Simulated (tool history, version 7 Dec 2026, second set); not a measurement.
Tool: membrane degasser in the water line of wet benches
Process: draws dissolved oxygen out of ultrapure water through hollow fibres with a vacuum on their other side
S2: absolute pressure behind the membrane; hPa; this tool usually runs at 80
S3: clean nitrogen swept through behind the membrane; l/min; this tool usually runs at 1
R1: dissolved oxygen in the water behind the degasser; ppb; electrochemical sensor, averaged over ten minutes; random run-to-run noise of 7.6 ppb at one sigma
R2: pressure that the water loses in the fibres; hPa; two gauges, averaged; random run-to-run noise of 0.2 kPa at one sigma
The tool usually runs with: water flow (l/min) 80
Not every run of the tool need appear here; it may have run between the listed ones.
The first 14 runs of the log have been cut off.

run 15 hour=1719.2 | water_flow_(l/min)=80 S2=80 S3=1 | R1=754.5 R2=421.4
-- hour=1783.7 vacuum gauge calibrated
run 16 hour=1797.1 | water_flow_(l/min)=80 S2=80 S3=1 | R1=755 R2=422.4
run 17 hour=1886.7 | water_flow_(l/min)=80 S2=80 S3=1 | R1=760.9 R2=422.6
run 18 hour=2040.2 | water_flow_(l/min)=58 S2=48 S3=0.52 | R1=319.1 R2=307.4
run 19 hour=2131.3 | water_flow_(l/min)=60 S2=50 S3=1 | R1=263.1 R2=318
run 20 hour=2224.1 | water_flow_(l/min)=60 S2=50 S3=1 | R1=264 R2=317.9
run 21 hour=2311 | water_flow_(l/min)=97 S2=50 S3=1 | R1=536.2 R2=515.9
run 22 hour=2467.1 | water_flow_(l/min)=51 S2=176.4 S3=0.86 | R1=1400.5 R2=270.3
run 23 hour=2578.8 | water_flow_(l/min)=90 S2=49.1 S3=1.06 | R1=454.5 R2=473.3
run 24 hour=2712 | water_flow_(l/min)=56 S2=193.4 S3=2.5 | R1=775.2 R2=294.6
run 25 hour=2884.5 | water_flow_(l/min)=56 S2=193.4 S3=2.5 | R1=783.3 R2=293
run 26 hour=3043.7 | water_flow_(l/min)=56 S2=193.4 S3=2.5 | R1=786 R2=299.3
run 27 hour=3132.1 | water_flow_(l/min)=66 S2=80 S3=1.31 | R1=534.1 R2=350.5
run 28 hour=3237.1 | water_flow_(l/min)=93 S2=79.5 S3=0.97 | R1=892.1 R2=493
run 29 hour=3329.1 | water_flow_(l/min)=128 S2=62.1 S3=1.07 | R1=940.8 R2=678.9
run 30 hour=3465.7 | water_flow_(l/min)=128 S2=62.1 S3=1.07 | R1=948.2 R2=678.3
run 31 hour=3585.7 | water_flow_(l/min)=86 S2=78 S3=0.86 | R1=842.8 R2=453.9
run 32 hour=3702.1 | water_flow_(l/min)=76 S2=104.2 S3=2.82 | R1=530.3 R2=400.4

Forecast each of these 3 alternatives for the next run:
run A hour=3785.1 | water_flow_(l/min)=80 S2=80 S3=2 | R1=? R2=?
run B hour=3785.1 | water_flow_(l/min)=81 S2=82.2 S3=2.82 | R1=? R2=?
run C hour=3785.1 | water_flow_(l/min)=76 S2=109.9 S3=1.56 | R1=? R2=?

run=A R1=522.7 R2=424.4
run=B R1=459.4 R2=428.1
run=C R1=804.5 R2=403.9
With no hidden state in the tool, these same runs would have given:
run=A R1=521.1 R2=423.4
run=B R1=457.8 R2=427.2
run=C R1=803.1 R2=403
